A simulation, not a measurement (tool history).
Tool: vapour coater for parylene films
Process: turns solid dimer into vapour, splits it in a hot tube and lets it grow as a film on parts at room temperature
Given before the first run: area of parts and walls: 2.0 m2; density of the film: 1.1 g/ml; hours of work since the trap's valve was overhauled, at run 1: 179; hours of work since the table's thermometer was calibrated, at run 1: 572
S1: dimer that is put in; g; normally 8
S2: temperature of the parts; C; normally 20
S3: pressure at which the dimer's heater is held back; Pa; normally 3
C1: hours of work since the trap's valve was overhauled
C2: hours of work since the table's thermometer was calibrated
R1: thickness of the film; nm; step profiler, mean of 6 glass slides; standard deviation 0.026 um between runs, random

Run 1, hour 0: usual settings; C1 179; C2 572. Result: R1 2060 nm.
Run 2, hour 29.8: usual settings; C1 203; C2 596. Result: R1 2090 nm.
Run 3, hour 85.8: usual settings; C1 248; C2 640. Result: R1 2040 nm.
Run 4, hour 125.7: usual settings but S3 3.29 Pa; C1 279; C2 672. Result: R1 2000 nm.
Run 5, hour 165.7: usual settings but S3 3.29 Pa; C1 311; C2 704. Result: R1 2010 nm.
Run 6, hour 205.7: usual settings but S3 3.29 Pa; C1 343; C2 735. Result: R1 1960 nm.
Run 7, hour 239.4: usual settings but S3 3.29 Pa; C1 370; C2 762. Result: R1 1940 nm.
Run 8, hour 272.1: usual settings but S3 3.29 Pa; C1 395; C2 788. Result: R1 1940 nm.
Run 9, hour 303.4: usual settings but S3 3.29 Pa; C1 420; C2 813. Result: R1 1980 nm.
Run 10, hour 339.9: usual settings but S3 3.29 Pa; C1 449; C2 842. Result: R1 1960 nm.
Run 11, hour 393.7: usual settings but S3 3.29 Pa; C1 492; C2 885. Result: R1 1930 nm.
At hour 403.8: trap's valve overhauled.
Run 12, hour 461.1: usual settings but S3 3.29 Pa; C1 45; C2 935. Result: R1 2080 nm.
Run 13, hour 502.6: usual settings but S3 3.29 Pa; C1 78; C2 968. Result: R1 2130 nm.
Run 14, hour 558.3: usual settings but S3 3.29 Pa; C1 123; C2 1012. Result: R1 2060 nm.
Run 15, hour 601.7: usual settings but S3 3.29 Pa; C1 157; C2 1047. Result: R1 2100 nm.
Run 16, hour 645.4: usual settings but S3 3.29 Pa; C1 192; C2 1081. Result: R1 2050 nm.
Run 17, hour 688.6: usual settings but S3 3.29 Pa; C1 226; C2 1116. Result: R1 2060 nm.
Run 18, hour 732.6: usual settings but S3 3.29 Pa; C1 261; C2 1151. Result: R1 2020 nm.
Run 19, hour 782.5: usual settings but S3 3.29 Pa; C1 301; C2 1190. Result: R1 1980 nm.
Run 20, hour 832.6: usual settings but S1 10 g; C1 340; C2 1230. Result: R1 2540 nm.
Run 21, hour 897.3: usual settings but S3 2.08 Pa; C1 392; C2 1281. Result: R1 2210 nm.
Run 22, hour 945.3: usual settings; C1 430; C2 1320. Result: R1 2000 nm.
Run 23, hour 986.7: usual settings; C1 463; C2 1352. Result: R1 1940 nm.
At hour 1035.1: trap's valve overhauled.
Run 24, hour 1056.4: usual settings; C1 17; C2 1405. Result: R1 2140 nm.
Run 25, hour 1093: usual settings but S2 13 C; C1 46; C2 1434. Result: R1 2540 nm.
Run 26, hour 1125.5: usual settings but S2 13 C; C1 72; C2 1459. Result: R1 2530 nm.
Run 27, hour 1191: usual settings but S2 13 C; C1 124; C2 1511. Result: R1 2510 nm.
Run 28, hour 1248.7: usual settings but S2 13 C; C1 170; C2 1557. Result: R1 2490 nm.
Run 29, hour 1278: usual settings but S2 13 C; C1 193; C2 1581. Result: R1 2470 nm.
Run 30, hour 1320.3: usual settings but S2 16 C, S3 10.01 Pa; C1 226; C2 1614. Result: R1 1730 nm.
Run 31, hour 1368.2: usual settings but S1 9 g, S3 8.04 Pa; C1 264; C2 1652. Result: R1 1870 nm.
Run 32, hour 1420.1: usual settings but S2 19 C, S3 5.81 Pa; C1 306; C2 1693. Result: R1 1790 nm.
Run 33, hour 1483.7: usual settings but S2 19 C, S3 5.81 Pa; C1 356; C2 1744. Result: R1 1780 nm.
Run 34, hour 1513.3: usual settings but S3 5.42 Pa; C1 380; C2 1767. Result: R1 1760 nm.
Run 35, hour 1575.1: usual settings but S3 5.42 Pa; C1 429; C2 1816. Result: R1 1790 nm.
Run 36, hour 1612.9: usual settings but S1 6 g, S3 5.64 Pa; C1 459; C2 1846. Result: R1 1280 nm.
At hour 1665.4: trap's valve overhauled.
Run 37, hour 1679.2: usual settings but S1 6 g, S3 5.64 Pa; C1 11; C2 1896. Result: R1 1420 nm.
Run 38, hour 1735.3: usual settings but S1 14 g, S2 23 C, S3 11.98 Pa; C1 56; C2 1940. Result: R1 2530 nm.
Run 39, hour 1798: usual settings but S1 14 g, S2 23 C, S3 2.31 Pa; C1 105; C2 1990. Result: R1 3680 nm.
Run 40, hour 1862.9: usual settings but S1 6 g, S2 22 C, S3 4.53 Pa; C1 157; C2 2042. Result: R1 1390 nm.
Run 41, hour 1900.9: usual settings but S1 3 g, S2 26 C, S3 4.53 Pa; C1 187; C2 2072. Result: R1 610 nm.
At hour 1945.7: table's thermometer calibrated.
Run 42, hour 1968.3: usual settings but S2 16 C, S3 7.72 Pa; C1 240; C2 18. Result: R1 1810 nm.
Run 43, hour 2001.1: usual settings but S1 9 g, S2 15 C; C1 266; C2 44. Result: R1 2570 nm.
Run 44, hour 2065: usual settings but S1 13 g, S2 17 C, S3 8.07 Pa; C1 316; C2 95. Result: R1 2820 nm.
Run 45, hour 2102.6: usual settings but S1 7 g, S2 25 C, S3 7.62 Pa; C1 346; C2 125. Result: R1 1270 nm.
Run 46, hour 2161.3: usual settings but S1 11 g, S3 9.5 Pa; C1 393; C2 171. Result: R1 2130 nm.
Run 47, hour 2225.7: usual settings but S1 6 g, S3 10.31 Pa; C1 444; C2 222. Result: R1 1150 nm.

Here are 4 independent what-if runs from the current tool condition. What would each one return?
Run A, hour 2272.4: usual settings but S2 12 C; C1 481; C2 259. Result: R1 ?.
Run B, hour 2272.4: usual settings but S2 15 C; C1 481; C2 259. Result: R1 ?.
Run C, hour 2272.4: usual settings but S1 5 g, S2 15 C; C1 481; C2 259. Result: R1 ?.
Run D, hour 2272.4: usual settings but S1 5 g, S2 21 C, S3 3.14 Pa; C1 481; C2 259. Result: R1 ?.

run    R1
  A  2340
  B  2260
  C  1350
  D  1200
Without the tool's hidden state the same runs would have given:
run    R1
  A  2570
  B  2480
  C  1490
  D  1310

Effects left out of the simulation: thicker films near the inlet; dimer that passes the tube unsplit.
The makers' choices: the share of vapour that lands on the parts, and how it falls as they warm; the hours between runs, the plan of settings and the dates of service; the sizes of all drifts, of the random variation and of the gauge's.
